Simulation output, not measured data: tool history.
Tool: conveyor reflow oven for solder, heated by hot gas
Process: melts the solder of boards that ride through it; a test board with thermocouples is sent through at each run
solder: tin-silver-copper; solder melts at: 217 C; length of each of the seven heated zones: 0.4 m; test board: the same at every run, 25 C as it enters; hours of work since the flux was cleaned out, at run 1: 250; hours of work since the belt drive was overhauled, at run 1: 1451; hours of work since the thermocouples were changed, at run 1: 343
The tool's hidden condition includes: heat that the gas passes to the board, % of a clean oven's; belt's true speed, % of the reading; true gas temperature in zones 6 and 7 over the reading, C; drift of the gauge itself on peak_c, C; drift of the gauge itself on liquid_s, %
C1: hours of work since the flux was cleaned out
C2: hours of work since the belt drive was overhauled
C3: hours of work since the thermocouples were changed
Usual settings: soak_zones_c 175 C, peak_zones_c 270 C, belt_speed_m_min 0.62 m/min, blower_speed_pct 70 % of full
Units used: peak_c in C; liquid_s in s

run 1 hour=0 | soak_zones_c=175 peak_zones_c=270 belt_speed_m_min=0.62 blower_speed_pct=70 | C1=250 C2=1451 C3=343 | peak_c=249.1 liquid_s=56.6
-- hour=25 flux residue cleaned out of gas plates and filters
run 2 hour=50.5 | soak_zones_c=175 peak_zones_c=270 belt_speed_m_min=0.62 blower_speed_pct=70 | C1=20 C2=1487 C3=379 | peak_c=248.6 liquid_s=56
run 3 hour=111.5 | soak_zones_c=175 peak_zones_c=270 belt_speed_m_min=0.62 blower_speed_pct=69 | C1=68 C2=1534 C3=426 | peak_c=247.9 liquid_s=54.8
run 4 hour=150.7 | soak_zones_c=175 peak_zones_c=270 belt_speed_m_min=0.62 blower_speed_pct=69 | C1=98 C2=1565 C3=457 | peak_c=246.9 liquid_s=55.3
run 5 hour=178.9 | soak_zones_c=175 peak_zones_c=270 belt_speed_m_min=0.62 blower_speed_pct=69 | C1=120 C2=1587 C3=479 | peak_c=248 liquid_s=55.2
run 6 hour=235.2 | soak_zones_c=175 peak_zones_c=270 belt_speed_m_min=0.62 blower_speed_pct=69 | C1=164 C2=1631 C3=523 | peak_c=246.9 liquid_s=54.4
run 7 hour=269.6 | soak_zones_c=175 peak_zones_c=270 belt_speed_m_min=0.62 blower_speed_pct=70 | C1=191 C2=1658 C3=550 | peak_c=246.6 liquid_s=54
run 8 hour=298.4 | soak_zones_c=175 peak_zones_c=270 belt_speed_m_min=0.688 blower_speed_pct=70 | C1=214 C2=1681 C3=573 | peak_c=242.7 liquid_s=43.6
-- hour=331.2 flux residue cleaned out of gas plates and filters, once more
run 9 hour=331.2 | soak_zones_c=175 peak_zones_c=270 belt_speed_m_min=0.688 blower_speed_pct=70 | C1=0 C2=1702 C3=594 | peak_c=248.2 liquid_s=49.4
run 10 hour=380.1 | soak_zones_c=175 peak_zones_c=270 belt_speed_m_min=0.688 blower_speed_pct=70 | C1=38 C2=1741 C3=633 | peak_c=247 liquid_s=49.5
-- hour=425.9 belt drive overhauled, speed set with a stopwatch
run 11 hour=441.9 | soak_zones_c=175 peak_zones_c=268 belt_speed_m_min=0.688 blower_speed_pct=70 | C1=83 C2=12 C3=678 | peak_c=243.3 liquid_s=44.2
-- hour=466 thermocouples of zones 6 and 7 changed
run 12 hour=486.2 | soak_zones_c=175 peak_zones_c=273 belt_speed_m_min=0.62 blower_speed_pct=70 | C1=117 C2=46 C3=16 | peak_c=252.8 liquid_s=58.3
run 13 hour=524.4 | soak_zones_c=175 peak_zones_c=270 belt_speed_m_min=0.62 blower_speed_pct=70 | C1=146 C2=75 C3=46 | peak_c=249.7 liquid_s=55.6
run 14 hour=584.1 | soak_zones_c=175 peak_zones_c=270 belt_speed_m_min=0.62 blower_speed_pct=70 | C1=193 C2=122 C3=92 | peak_c=250 liquid_s=55.9
run 15 hour=639 | soak_zones_c=175 peak_zones_c=270 belt_speed_m_min=0.62 blower_speed_pct=70 | C1=236 C2=165 C3=135 | peak_c=249 liquid_s=53.7
run 16 hour=675 | soak_zones_c=175 peak_zones_c=270 belt_speed_m_min=0.715 blower_speed_pct=59 | C1=264 C2=193 C3=163 | peak_c=240 liquid_s=36.6
-- hour=683.6 flux residue cleaned out of gas plates and filters
run 17 hour=739.6 | soak_zones_c=175 peak_zones_c=264 belt_speed_m_min=0.62 blower_speed_pct=58 | C1=44 C2=240 C3=210 | peak_c=242 liquid_s=47.8
run 18 hour=778.8 | soak_zones_c=171 peak_zones_c=275 belt_speed_m_min=0.62 blower_speed_pct=70 | C1=74 C2=270 C3=241 | peak_c=253.5 liquid_s=57.6
run 19 hour=815.5 | soak_zones_c=175 peak_zones_c=280 belt_speed_m_min=0.583 blower_speed_pct=70 | C1=103 C2=299 C3=269 | peak_c=260.6 liquid_s=68
run 20 hour=861.6 | soak_zones_c=179 peak_zones_c=275 belt_speed_m_min=0.583 blower_speed_pct=70 | C1=139 C2=335 C3=305 | peak_c=257.1 liquid_s=66.7
run 21 hour=903.2 | soak_zones_c=179 peak_zones_c=275 belt_speed_m_min=0.583 blower_speed_pct=53 | C1=172 C2=368 C3=338 | peak_c=250.5 liquid_s=60.9
run 22 hour=930.6 | soak_zones_c=179 peak_zones_c=275 belt_speed_m_min=0.583 blower_speed_pct=53 | C1=193 C2=389 C3=359 | peak_c=250.3 liquid_s=61
run 23 hour=967.6 | soak_zones_c=179 peak_zones_c=275 belt_speed_m_min=0.583 blower_speed_pct=53 | C1=222 C2=418 C3=388 | peak_c=250 liquid_s=61.3
run 24 hour=992.8 | soak_zones_c=174 peak_zones_c=273 belt_speed_m_min=0.694 blower_speed_pct=70 | C1=242 C2=438 C3=408 | peak_c=245.7 liquid_s=45.4
-- hour=1029.1 flux residue cleaned out of gas plates and filters
run 25 hour=1029.1 | soak_zones_c=169 peak_zones_c=263 belt_speed_m_min=0.694 blower_speed_pct=70 | C1=0 C2=462 C3=433 | peak_c=239.8 liquid_s=38.5
run 26 hour=1072.5 | soak_zones_c=163 peak_zones_c=271 belt_speed_m_min=0.707 blower_speed_pct=52 | C1=34 C2=496 C3=466 | peak_c=236.2 liquid_s=29.7
run 27 hour=1127.9 | soak_zones_c=177 peak_zones_c=274 belt_speed_m_min=0.62 blower_speed_pct=51 | C1=77 C2=540 C3=510 | peak_c=246.7 liquid_s=52.5
run 28 hour=1163.5 | soak_zones_c=175 peak_zones_c=270 belt_speed_m_min=0.503 blower_speed_pct=70 | C1=105 C2=567 C3=538 | peak_c=256.6 liquid_s=76.5

Run 29 has not been measured yet. What should we expect?
run 29 hour=1209.5 | soak_zones_c=175 peak_zones_c=270 belt_speed_m_min=0.715 blower_speed_pct=70 | C1=141 C2=603 C3=574 | peak_c=? liquid_s=?

Run 29 measured peak_c 243.8 C, liquid_s 42.3 s.
Were there no unlogged condition in the tool, this run, its random variation unchanged, would have produced peak_c 246.6 C, liquid_s 44.4 s.
